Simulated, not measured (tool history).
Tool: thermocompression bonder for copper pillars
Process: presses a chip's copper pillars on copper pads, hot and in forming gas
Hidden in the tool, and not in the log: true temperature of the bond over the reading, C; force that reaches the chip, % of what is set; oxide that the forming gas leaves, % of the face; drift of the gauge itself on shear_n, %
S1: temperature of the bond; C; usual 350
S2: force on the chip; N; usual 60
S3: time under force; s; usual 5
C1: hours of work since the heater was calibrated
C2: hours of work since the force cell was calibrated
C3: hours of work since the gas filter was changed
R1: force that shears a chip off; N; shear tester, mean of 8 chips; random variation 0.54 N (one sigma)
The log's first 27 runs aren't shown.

run,hour,S1,S2,S3,C1,C2,C3,R1
28,1153.3,346,39,4,1023,780,353,40.9
# hour 1188.4: heater calibrated with a thermocouple chip
29,1188.7,346,75,4,0,803,376,57.0
30,1233.7,346,75,4,31,833,406,57.1
31,1282.1,334,61,4,63,866,439,47.5
# hour 1310.6: forming gas filter changed
32,1337.5,344,63,5,101,903,18,56.8
33,1398.3,344,63,5,142,944,59,57.2
34,1424.5,344,63,5,159,962,77,55.9
35,1453.9,344,36,5,179,982,97,44.3
36,1496.4,360,60,5,208,1011,126,62.3
37,1527.3,362,62,9,229,1032,147,71.1
38,1561.5,339,66,15,252,1055,170,70.1
39,1589.9,339,66,15,271,1074,189,69.9

Forecast each of these 3 alternatives for the next run:
A,1628.4,370,60,5,297,1100,215,?
B,1628.4,350,86,3,297,1100,215,?
C,1628.4,339,82,15,297,1100,215,?

run,R1
A,64.6
B,57.0
C,73.9
Without the tool's hidden state the same runs would have given:
run,R1
A,67.5
B,59.9
C,76.5
